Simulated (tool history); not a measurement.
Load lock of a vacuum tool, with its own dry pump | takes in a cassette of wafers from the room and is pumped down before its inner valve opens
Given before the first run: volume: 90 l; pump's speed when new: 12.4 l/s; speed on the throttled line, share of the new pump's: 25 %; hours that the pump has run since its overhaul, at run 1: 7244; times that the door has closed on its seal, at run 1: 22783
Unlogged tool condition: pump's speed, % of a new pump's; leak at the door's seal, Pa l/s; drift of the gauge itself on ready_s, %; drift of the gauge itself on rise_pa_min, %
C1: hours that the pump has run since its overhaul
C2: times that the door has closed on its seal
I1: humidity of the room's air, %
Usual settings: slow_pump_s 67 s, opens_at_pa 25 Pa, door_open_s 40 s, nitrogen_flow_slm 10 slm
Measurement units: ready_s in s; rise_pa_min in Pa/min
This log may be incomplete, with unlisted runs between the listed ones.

Run 1, day 0: usual settings; C1 7244; C2 22783; I1 47.8. Result: ready_s 116.1 s, rise_pa_min 0.184 Pa/min.
Run 2, day 3.792: usual settings; C1 7335; C2 23171; I1 43. Result: ready_s 118 s, rise_pa_min 0.187 Pa/min.
Run 3, day 9.454: usual settings but nitrogen_flow_slm 34 slm; C1 7471; C2 23752; I1 46.2. Result: ready_s 116 s, rise_pa_min 0.191 Pa/min.
Run 4, day 14.133: usual settings but nitrogen_flow_slm 34 slm; C1 7584; C2 24232; I1 45.5. Result: ready_s 117.2 s, rise_pa_min 0.193 Pa/min.
Run 5, day 17.492: usual settings but nitrogen_flow_slm 34 slm; C1 7664; C2 24576; I1 45. Result: ready_s 119 s, rise_pa_min 0.191 Pa/min.
Run 6, day 21.121: usual settings but nitrogen_flow_slm 34 slm; C1 7751; C2 24948; I1 46.3. Result: ready_s 118.8 s, rise_pa_min 0.207 Pa/min.
Run 7, day 26.808: usual settings; C1 7888; C2 25531; I1 46.4. Result: ready_s 117.9 s, rise_pa_min 0.22 Pa/min.
Run 8, day 32.5: usual settings but opens_at_pa 22 Pa; C1 8024; C2 26115; I1 43.7. Result: ready_s 119.8 s, rise_pa_min 0.231 Pa/min.
Run 9, day 36.671: usual settings but opens_at_pa 22 Pa; C1 8125; C2 26543; I1 46.5. Result: ready_s 118.6 s, rise_pa_min 0.233 Pa/min.
Run 10, day 42.321: usual settings but opens_at_pa 22 Pa; C1 8260; C2 27122; I1 46.6. Result: ready_s 119.5 s, rise_pa_min 0.24 Pa/min.
Run 11, day 47.808: usual settings but opens_at_pa 22 Pa; C1 8392; C2 27685; I1 45.5. Result: ready_s 119.9 s, rise_pa_min 0.24 Pa/min.
Run 12, day 52.558: usual settings but opens_at_pa 22 Pa; C1 8506; C2 28171; I1 41.7. Result: ready_s 119.5 s, rise_pa_min 0.246 Pa/min.
Run 13, day 56.738: usual settings but opens_at_pa 22 Pa; C1 8606; C2 28600; I1 44.7. Result: ready_s 118.5 s, rise_pa_min 0.25 Pa/min.
Run 14, day 61.475: usual settings; C1 8720; C2 29085; I1 46.1. Result: ready_s 119.5 s, rise_pa_min 0.261 Pa/min.
Run 15, day 66.258: usual settings; C1 8835; C2 29576; I1 43.4. Result: ready_s 119.3 s, rise_pa_min 0.262 Pa/min.
Run 16, day 69.975: usual settings; C1 8924; C2 29957; I1 43. Result: ready_s 119.4 s, rise_pa_min 0.268 Pa/min.
Run 17, day 72.512: usual settings; C1 8985; C2 30217; I1 44.4. Result: ready_s 119.4 s, rise_pa_min 0.272 Pa/min.
Run 18, day 77.083: usual settings; C1 9094; C2 30686; I1 43.8. Result: ready_s 119.2 s, rise_pa_min 0.287 Pa/min.
Run 19, day 82.021: usual settings; C1 9213; C2 31192; I1 43.8. Result: ready_s 119.6 s, rise_pa_min 0.28 Pa/min.
Run 20, day 87.717: usual settings but slow_pump_s 112 s, opens_at_pa 24 Pa, door_open_s 164 s; C1 9350; C2 31776; I1 48.2. Result: ready_s 151.1 s, rise_pa_min 0.328 Pa/min.
Run 21, day 90.842: usual settings but slow_pump_s 59 s, door_open_s 52 s; C1 9425; C2 32097; I1 47. Result: ready_s 113.9 s, rise_pa_min 0.294 Pa/min.
Run 22, day 95.212: usual settings but slow_pump_s 59 s, door_open_s 52 s; C1 9530; C2 32545; I1 46.2. Result: ready_s 113 s, rise_pa_min 0.308 Pa/min.
Run 23, day 99.708: usual settings but slow_pump_s 59 s, door_open_s 52 s; C1 9637; C2 33006; I1 41.7. Result: ready_s 113.4 s, rise_pa_min 0.301 Pa/min.
Run 24, day 105.679: usual settings but slow_pump_s 73 s, opens_at_pa 46 Pa, door_open_s 45 s, nitrogen_flow_slm 5 slm; C1 9781; C2 33618; I1 43.2. Result: ready_s 118.9 s, rise_pa_min 0.313 Pa/min.
Run 25, day 111.6: usual settings but slow_pump_s 78 s, opens_at_pa 35 Pa, door_open_s 32 s, nitrogen_flow_slm 17 slm; C1 9923; C2 34225; I1 46.6. Result: ready_s 124.5 s, rise_pa_min 0.316 Pa/min.
Run 26, day 117.171: usual settings but slow_pump_s 117 s, door_open_s 120 s; C1 10056; C2 34796; I1 39.9. Result: ready_s 155.9 s, rise_pa_min 0.342 Pa/min.
Run 27, day 122.242: usual settings but slow_pump_s 106 s, opens_at_pa 38 Pa, door_open_s 47 s, nitrogen_flow_slm 29 slm; C1 10178; C2 35316; I1 42.8. Result: ready_s 144.6 s, rise_pa_min 0.33 Pa/min.
Run 28, day 127.808: usual settings but slow_pump_s 52 s, opens_at_pa 33 Pa; C1 10312; C2 35887; I1 43. Result: ready_s 107.7 s, rise_pa_min 0.338 Pa/min.
Run 29, day 132.517: usual settings but slow_pump_s 64 s, nitrogen_flow_slm 8 slm; C1 10425; C2 36369; I1 47.2. Result: ready_s 118.5 s, rise_pa_min 0.347 Pa/min.
Run 30, day 136.658: usual settings but slow_pump_s 64 s, nitrogen_flow_slm 8 slm; C1 10524; C2 36794; I1 47.3. Result: ready_s 117.9 s, rise_pa_min 0.361 Pa/min.
Run 31, day 139.921: usual settings but slow_pump_s 64 s, nitrogen_flow_slm 8 slm; C1 10603; C2 37128; I1 47.2. Result: ready_s 117.8 s, rise_pa_min 0.361 Pa/min.
Run 32, day 145.004: usual settings but slow_pump_s 64 s, opens_at_pa 30 Pa, nitrogen_flow_slm 32 slm; C1 10724; C2 37649; I1 46.8. Result: ready_s 115.7 s, rise_pa_min 0.351 Pa/min.
Run 33, day 148.838: usual settings but slow_pump_s 113 s, nitrogen_flow_slm 39 slm; C1 10817; C2 38042; I1 46.6. Result: ready_s 152.3 s, rise_pa_min 0.364 Pa/min.
Run 34, day 153.567: usual settings but slow_pump_s 78 s, opens_at_pa 31 Pa; C1 10930; C2 38528; I1 46.5. Result: ready_s 126.6 s, rise_pa_min 0.384 Pa/min.
Run 35, day 158.417: usual settings but slow_pump_s 107 s, opens_at_pa 31 Pa, door_open_s 52 s; C1 11046; C2 39025; I1 43.1. Result: ready_s 145.9 s, rise_pa_min 0.38 Pa/min.
Run 36, day 163.188: usual settings but door_open_s 45 s, nitrogen_flow_slm 5 slm; C1 11161; C2 39514; I1 43.2. Result: ready_s 121.7 s, rise_pa_min 0.412 Pa/min.
Run 37, day 166.442: usual settings but slow_pump_s 57 s, door_open_s 146 s, nitrogen_flow_slm 5 slm; C1 11239; C2 39847; I1 44.5. Result: ready_s 114.3 s, rise_pa_min 0.446 Pa/min.
Run 38, day 170.312: usual settings but door_open_s 118 s; C1 11332; C2 40244; I1 45.5. Result: ready_s 121.4 s, rise_pa_min 0.43 Pa/min.

Some steps in ready_s between neighbouring runs. How much of each would the tool show without its hidden state too (settings, what came in, random variation), and how much is left for the hidden state, with any gauge scatter that isn't in both results?
Run 20 -> 21: slow_pump_s 112 -> 59, opens_at_pa 24 -> 25, door_open_s 164 -> 52. ready_s -37.2 s: hidden state +2.4, all else -39.6.
Run 27 -> 28: slow_pump_s 106 -> 52, opens_at_pa 38 -> 33, door_open_s 47 -> 40, nitrogen_flow_slm 29 -> 10. ready_s -36.9 s: hidden state +3.2, all else -40.1.
Run 32 -> 33: slow_pump_s 64 -> 113, opens_at_pa 30 -> 25, nitrogen_flow_slm 32 -> 39. ready_s +36.6 s: hidden state -2.1, all else +38.7.
Run 35 -> 36: slow_pump_s 107 -> 67, opens_at_pa 31 -> 25, door_open_s 52 -> 45, nitrogen_flow_slm 10 -> 5. ready_s -24.2 s: hidden state +2.9, all else -27.1.
